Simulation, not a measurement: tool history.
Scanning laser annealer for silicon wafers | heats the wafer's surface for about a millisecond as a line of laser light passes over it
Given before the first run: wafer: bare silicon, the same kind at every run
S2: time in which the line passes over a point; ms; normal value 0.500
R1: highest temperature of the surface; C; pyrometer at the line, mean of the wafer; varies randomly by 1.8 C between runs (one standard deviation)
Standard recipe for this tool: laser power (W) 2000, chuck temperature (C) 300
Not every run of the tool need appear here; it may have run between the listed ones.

Run 1, hour 0.0: usual settings. Result: R1 1018 C.
Run 2, hour 12.3: usual settings but laser power (W) 2087. Result: R1 1058 C.
Run 3, hour 32.8: usual settings but laser power (W) 2087. Result: R1 1057 C.
Run 4, hour 53.0: usual settings but chuck temperature (C) 312. Result: R1 1029 C.
Run 5, hour 67.5: usual settings but chuck temperature (C) 312. Result: R1 1030 C.
Run 6, hour 79.2: usual settings but chuck temperature (C) 312. Result: R1 1028 C.
Run 7, hour 97.7: usual settings. Result: R1 1013 C.
Run 8, hour 111.4: usual settings. Result: R1 1016 C.
Run 9, hour 130.2: usual settings. Result: R1 1013 C.
Run 10, hour 143.3: usual settings. Result: R1 1013 C.
Run 11, hour 156.3: usual settings. Result: R1 1012 C.
Run 12, hour 175.2: usual settings. Result: R1 1013 C.
Run 13, hour 197.7: usual settings but chuck temperature (C) 299. Result: R1 1007 C.
Run 14, hour 211.3: usual settings. Result: R1 1012 C.
Run 15, hour 234.9: usual settings but S2 0.563 ms. Result: R1 1052 C.
Run 16, hour 247.7: usual settings but S2 0.563 ms. Result: R1 1052 C.
Run 17, hour 267.5: usual settings but S2 0.563 ms. Result: R1 1051 C.
Run 18, hour 288.7: usual settings but laser power (W) 1920, S2 0.413 ms, chuck temperature (C) 280. Result: R1 888 C.
Run 19, hour 304.4: usual settings but laser power (W) 1920, S2 0.413 ms, chuck temperature (C) 280. Result: R1 889 C.

For run 20, what comes out?
Run 20, hour 319.3: usual settings but laser power (W) 1920, S2 0.413 ms, chuck temperature (C) 280. Result: R1 ?.

Run 20 produced R1 889 C.
The same run, on a tool lacking any hidden state, would have yielded R1 928 C.
